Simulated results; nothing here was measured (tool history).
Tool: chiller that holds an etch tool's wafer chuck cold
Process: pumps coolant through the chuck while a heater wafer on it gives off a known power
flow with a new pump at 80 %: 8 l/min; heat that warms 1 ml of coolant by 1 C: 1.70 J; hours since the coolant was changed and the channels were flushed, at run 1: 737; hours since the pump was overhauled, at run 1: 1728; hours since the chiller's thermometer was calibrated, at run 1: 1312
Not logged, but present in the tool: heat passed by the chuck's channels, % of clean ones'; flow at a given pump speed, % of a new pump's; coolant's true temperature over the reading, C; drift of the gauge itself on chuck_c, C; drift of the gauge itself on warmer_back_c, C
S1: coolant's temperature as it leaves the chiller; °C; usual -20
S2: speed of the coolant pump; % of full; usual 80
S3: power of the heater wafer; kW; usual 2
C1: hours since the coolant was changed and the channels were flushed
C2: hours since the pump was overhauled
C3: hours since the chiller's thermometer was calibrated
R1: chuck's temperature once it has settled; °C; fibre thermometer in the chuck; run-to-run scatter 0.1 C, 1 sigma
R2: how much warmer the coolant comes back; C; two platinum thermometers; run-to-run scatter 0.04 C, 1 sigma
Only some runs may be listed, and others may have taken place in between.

{"run": 1, "hour": 0.0, "S1": -20, "S2": 80, "S3": 2, "C1": 737, "C2": 1728, "C3": 1312, "R1": 1, "R2": 9.09}
{"run": 2, "hour": 40.4, "S1": -20, "S2": 80, "S3": 2, "C1": 777, "C2": 1768, "C3": 1352, "R1": 1.1, "R2": 9.06}
{"run": 3, "hour": 62.8, "S1": -20, "S2": 80, "S3": 2, "C1": 800, "C2": 1790, "C3": 1375, "R1": 1.1, "R2": 9.15}
{"run": 4, "hour": 103.8, "S1": -20, "S2": 80, "S3": 2, "C1": 841, "C2": 1831, "C3": 1416, "R1": 0.8, "R2": 9.08}
{"run": 5, "hour": 132.8, "S1": -20, "S2": 80, "S3": 2, "C1": 870, "C2": 1860, "C3": 1445, "R1": 0.9, "R2": 9.04}
{"run": 6, "hour": 155.0, "S1": -20, "S2": 80, "S3": 2, "C1": 892, "C2": 1883, "C3": 1467, "R1": 1, "R2": 9.03}
{"run": 7, "hour": 201.7, "S1": -20, "S2": 80, "S3": 2, "C1": 939, "C2": 1929, "C3": 1514, "R1": 1, "R2": 9.07}
{"run": 8, "hour": 245.5, "S1": -20, "S2": 80, "S3": 2, "C1": 982, "C2": 1973, "C3": 1557, "R1": 1, "R2": 9.06}
{"run": 9, "hour": 289.4, "S1": -20, "S2": 80, "S3": 2.153, "C1": 1026, "C2": 2017, "C3": 1601, "R1": 2.6, "R2": 9.81}
{"run": 10, "hour": 308.7, "S1": -20, "S2": 80, "S3": 2, "C1": 1046, "C2": 2036, "C3": 1621, "R1": 1.1, "R2": 9.04}
{"run": 11, "hour": 329.6, "S1": -20, "S2": 80, "S3": 2, "C1": 1066, "C2": 2057, "C3": 1642, "R1": 1.1, "R2": 9.09}
{"run": 12, "hour": 375.5, "S1": -17, "S2": 80, "S3": 2, "C1": 1112, "C2": 2103, "C3": 1687, "R1": 4, "R2": 9.11}
{"run": 13, "hour": 396.5, "S1": -20, "S2": 91, "S3": 2.835, "C1": 1133, "C2": 2124, "C3": 1708, "R1": 6.3, "R2": 11.14}
{"hour": 404.7, "done": "coolant pump overhauled"}
{"run": 14, "hour": 445.6, "S1": -21, "S2": 71, "S3": 1.971, "C1": 1177, "C2": 41, "C3": 1753, "R1": 2.5, "R2": 10.36}
{"run": 15, "hour": 467.7, "S1": -21, "S2": 71, "S3": 1.971, "C1": 1200, "C2": 63, "C3": 1775, "R1": 2.7, "R2": 10.38}
{"run": 16, "hour": 501.8, "S1": -12, "S2": 65, "S3": 1.622, "C1": 1234, "C2": 97, "C3": 1809, "R1": 9.2, "R2": 9.44}
{"run": 17, "hour": 521.7, "S1": -12, "S2": 65, "S3": 1.622, "C1": 1254, "C2": 117, "C3": 1829, "R1": 9.3, "R2": 9.39}
{"run": 18, "hour": 548.9, "S1": -23, "S2": 80, "S3": 2, "C1": 1281, "C2": 144, "C3": 1856, "R1": -1.6, "R2": 9.18}
{"run": 19, "hour": 570.4, "S1": -23, "S2": 80, "S3": 2, "C1": 1302, "C2": 166, "C3": 1877, "R1": -1.6, "R2": 9.26}
{"run": 20, "hour": 616.8, "S1": -23, "S2": 65, "S3": 2.215, "C1": 1349, "C2": 212, "C3": 1924, "R1": 6.1, "R2": 12.88}
{"run": 21, "hour": 653.5, "S1": -23, "S2": 65, "S3": 2.215, "C1": 1385, "C2": 249, "C3": 1961, "R1": 6.3, "R2": 12.89}
{"hour": 690.8, "done": "coolant pump overhauled, once more"}
{"run": 22, "hour": 693.9, "S1": -23, "S2": 65, "S3": 2.215, "C1": 1421, "C2": 3, "C3": 1996, "R1": 4.9, "R2": 12.29}
{"run": 23, "hour": 715.7, "S1": -23, "S2": 65, "S3": 2.215, "C1": 1442, "C2": 25, "C3": 2018, "R1": 5, "R2": 12.36}
{"run": 24, "hour": 745.0, "S1": -20, "S2": 80, "S3": 1.504, "C1": 1472, "C2": 54, "C3": 2047, "R1": -4.7, "R2": 6.63}

Had the tool no unlogged condition, and each run kept its random variation, what would the results have been?
run=1 R1=0.4 R2=8.86
run=2 R1=0.5 R2=8.82
run=3 R1=0.5 R2=8.91
run=4 R1=0.2 R2=8.84
run=5 R1=0.3 R2=8.8
run=6 R1=0.3 R2=8.78
run=7 R1=0.3 R2=8.82
run=8 R1=0.3 R2=8.8
run=9 R1=1.8 R2=9.53
run=10 R1=0.4 R2=8.77
run=11 R1=0.4 R2=8.82
run=12 R1=3.3 R2=8.84
run=13 R1=5.4 R2=10.8
run=14 R1=1.5 R2=9.91
run=15 R1=1.7 R2=9.93
run=16 R1=8.2 R2=9.03
run=17 R1=8.3 R2=8.98
run=18 R1=-2.6 R2=8.78
run=19 R1=-2.6 R2=8.85
run=20 R1=4.7 R2=12.3
run=21 R1=4.8 R2=12.3
run=22 R1=4.6 R2=12.28
run=23 R1=4.7 R2=12.35
run=24 R1=-4.8 R2=6.62

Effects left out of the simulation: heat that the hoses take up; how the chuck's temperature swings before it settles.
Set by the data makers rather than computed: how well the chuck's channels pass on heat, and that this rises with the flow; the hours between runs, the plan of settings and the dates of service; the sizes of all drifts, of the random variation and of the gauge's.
